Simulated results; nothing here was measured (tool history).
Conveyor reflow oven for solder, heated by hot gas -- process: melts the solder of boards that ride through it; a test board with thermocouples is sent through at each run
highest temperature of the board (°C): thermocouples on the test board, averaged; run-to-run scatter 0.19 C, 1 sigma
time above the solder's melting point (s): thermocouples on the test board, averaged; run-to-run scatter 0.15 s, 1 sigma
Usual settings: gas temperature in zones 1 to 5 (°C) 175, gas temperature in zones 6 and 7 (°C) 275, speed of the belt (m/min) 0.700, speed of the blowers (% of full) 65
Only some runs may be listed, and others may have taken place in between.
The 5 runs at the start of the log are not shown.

run	hour	gas temperature in zones 1 to 5 (°C)	gas temperature in zones 6 and 7 (°C)	speed of the belt (m/min)	speed of the blowers (% of full)	highest temperature of the board (°C)	time above the solder's melting point (s)
6	159.2	175	275	0.700	62	254.2	45.6
7	187.6	175	275	0.700	62	254.2	45.5
8	228.8	168	275	0.700	65	253.2	43.3
9	259.0	168	275	0.700	65	253.6	43.2
10	280.5	168	275	0.700	65	253.3	43.2
11	306.2	175	275	0.700	65	254.7	46.1
12	341.9	175	275	0.632	65	258.2	53.8
13	372.4	175	275	0.632	65	258.1	53.4
14	391.0	175	275	0.632	65	258.5	53.9
15	411.3	175	275	0.632	65	258.6	53.4
16	434.3	175	275	0.632	65	258.3	53.4
17	471.4	166	276	0.563	85	265.1	62.1
18	510.5	165	275	0.793	82	251.3	36.0
# hour 517.6: belt drive overhauled, speed set with a stopwatch
# hour 545.9: flux residue cleaned out of gas plates and filters
19	553.8	189	275	0.793	82	258.1	46.3
20	586.4	189	275	0.793	82	258.2	46.4
21	613.4	189	275	0.793	82	257.9	46.5
22	638.3	167	279	0.777	60	251.5	37.2

What does the tool deliver on the next run?
23	665.5	167	279	0.777	60	?	?

{"run 23": {"highest temperature of the board (°C)": 251.3, "time above the solder's melting point (s)": 37.2}}
Minus the tool's unlogged condition, the same run would have read highest temperature of the board (°C) 250.1, time above the solder's melting point (s) 36.0.

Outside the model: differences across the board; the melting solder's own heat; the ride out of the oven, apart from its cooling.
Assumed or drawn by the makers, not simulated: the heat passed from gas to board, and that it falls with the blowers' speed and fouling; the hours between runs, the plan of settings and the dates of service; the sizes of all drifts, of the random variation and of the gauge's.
